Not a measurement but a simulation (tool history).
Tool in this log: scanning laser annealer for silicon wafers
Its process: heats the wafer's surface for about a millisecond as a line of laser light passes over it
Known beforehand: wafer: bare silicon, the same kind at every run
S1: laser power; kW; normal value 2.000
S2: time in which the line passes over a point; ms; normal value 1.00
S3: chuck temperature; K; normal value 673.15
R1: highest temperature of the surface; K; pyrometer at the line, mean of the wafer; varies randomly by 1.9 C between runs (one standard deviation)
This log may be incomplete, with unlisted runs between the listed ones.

run	hour	S1	S2	S3	R1
1	0.0	2.000	1.00	673.15	1469.15
2	20.8	1.957	1.00	673.15	1449.15
3	34.8	1.957	1.00	673.15	1451.15
4	48.0	1.957	1.00	696.15	1474.15
5	67.2	1.957	1.00	696.15	1475.15
6	83.3	1.957	1.00	696.15	1476.15
7	103.3	1.957	1.00	696.15	1473.15
8	130.9	1.957	1.00	696.15	1474.15
9	153.7	1.957	1.00	696.15	1472.15
10	178.7	1.857	1.00	673.15	1406.15
11	196.1	1.857	1.00	673.15	1405.15
12	215.2	1.857	1.00	673.15	1401.15
13	229.2	1.857	0.75	671.15	1309.15
14	247.3	2.139	1.10	679.15	1575.15
15	271.7	2.000	0.96	642.15	1418.15
16	301.4	1.843	1.14	655.15	1426.15
17	325.3	1.967	1.21	673.15	1530.15
18	340.6	2.105	1.00	655.15	1493.15
19	360.6	2.050	1.23	708.15	1606.15

For run 20, what comes out?
20	386.4	2.120	0.73	694.15	?

Run 20 came out at R1 1425.15 K.
With the hidden condition absent and the run-to-run variation left alone, this run would have shown R1 1426.15 K.

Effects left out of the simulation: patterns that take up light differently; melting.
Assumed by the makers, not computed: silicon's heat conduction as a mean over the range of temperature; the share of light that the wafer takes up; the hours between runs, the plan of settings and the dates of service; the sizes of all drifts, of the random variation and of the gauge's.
